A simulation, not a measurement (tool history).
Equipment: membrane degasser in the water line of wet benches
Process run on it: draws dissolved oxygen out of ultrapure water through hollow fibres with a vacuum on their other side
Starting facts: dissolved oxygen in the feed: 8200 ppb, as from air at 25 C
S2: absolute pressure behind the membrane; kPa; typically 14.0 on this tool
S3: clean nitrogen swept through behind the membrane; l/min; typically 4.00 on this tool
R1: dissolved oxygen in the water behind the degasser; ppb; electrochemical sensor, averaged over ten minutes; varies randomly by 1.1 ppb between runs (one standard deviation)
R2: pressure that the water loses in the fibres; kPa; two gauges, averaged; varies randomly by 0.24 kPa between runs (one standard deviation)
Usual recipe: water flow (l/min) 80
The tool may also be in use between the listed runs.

Run 1, day 0.000: usual settings. Result: R1 462.0 ppb, R2 62.22 kPa.
Run 2, day 4.342: usual settings but water flow (l/min) 60. Result: R1 359.6 ppb, R2 46.40 kPa.
Run 3, day 7.458: usual settings but water flow (l/min) 83. Result: R1 478.5 ppb, R2 64.88 kPa.
Run 4, day 10.888: usual settings but water flow (l/min) 83. Result: R1 478.2 ppb, R2 64.22 kPa.
Run 5, day 14.171: usual settings but water flow (l/min) 83. Result: R1 477.4 ppb, R2 64.63 kPa.
Run 6, day 17.621: usual settings. Result: R1 462.3 ppb, R2 62.22 kPa.
Run 7, day 22.450: usual settings. Result: R1 462.5 ppb, R2 62.13 kPa.
Run 8, day 27.900: usual settings. Result: R1 464.6 ppb, R2 62.11 kPa.
Run 9, day 32.688: usual settings but S3 7.63 l/min. Result: R1 264.7 ppb, R2 62.68 kPa.
Run 10, day 37.896: usual settings but S3 7.63 l/min. Result: R1 263.8 ppb, R2 62.46 kPa.
Run 11, day 42.312: usual settings but S3 7.63 l/min. Result: R1 264.4 ppb, R2 62.28 kPa.
Run 12, day 45.092: usual settings but S2 27.3 kPa, S3 2.66 l/min. Result: R1 1324.9 ppb, R2 62.51 kPa.
Run 13, day 48.079: usual settings but S2 34.9 kPa, S3 2.36 l/min. Result: R1 1808.7 ppb, R2 62.50 kPa.
Run 14, day 53.600: usual settings but water flow (l/min) 63, S2 16.7 kPa, S3 7.39 l/min. Result: R1 267.4 ppb, R2 49.08 kPa.
Run 15, day 59.246: usual settings but water flow (l/min) 52, S2 9.0 kPa, S3 5.06 l/min. Result: R1 140.5 ppb, R2 40.70 kPa.
Run 16, day 62.642: usual settings but water flow (l/min) 52, S2 9.0 kPa, S3 5.06 l/min. Result: R1 140.4 ppb, R2 40.95 kPa.
Run 17, day 66.604: usual settings but water flow (l/min) 78, S2 20.7 kPa. Result: R1 709.8 ppb, R2 61.02 kPa.
Run 18, day 69.179: usual settings but water flow (l/min) 65, S2 12.5 kPa. Result: R1 336.2 ppb, R2 50.95 kPa.

Some steps in R1, run to run, broken into two amounts with sign: the step expected even without the hidden condition (settings, incoming material, random variation), and the rest, left for the hidden condition together with whatever gauge scatter is not in both the measured and the hidden-condition-free result:
What the log doesn't record here: membrane still open, %; true pressure behind the membrane over the reading, kPa; air that leaks in behind the membrane, l/min; drift of the gauge itself on oxygen_ppb, %; drift of the gauge itself on loss_of_pressure_kpa, %.
Run 13 -> 14: water flow (l/min) 80 -> 63, S2 34.9 -> 16.7, S3 2.36 -> 7.39. R1 -1541.3 ppb: hidden state -1.6, all else -1539.7.
Run 16 -> 17: water flow (l/min) 52 -> 78, S2 9.0 -> 20.7, S3 5.06 -> 4.00. R1 +569.4 ppb: hidden state +1.8, all else +567.6.
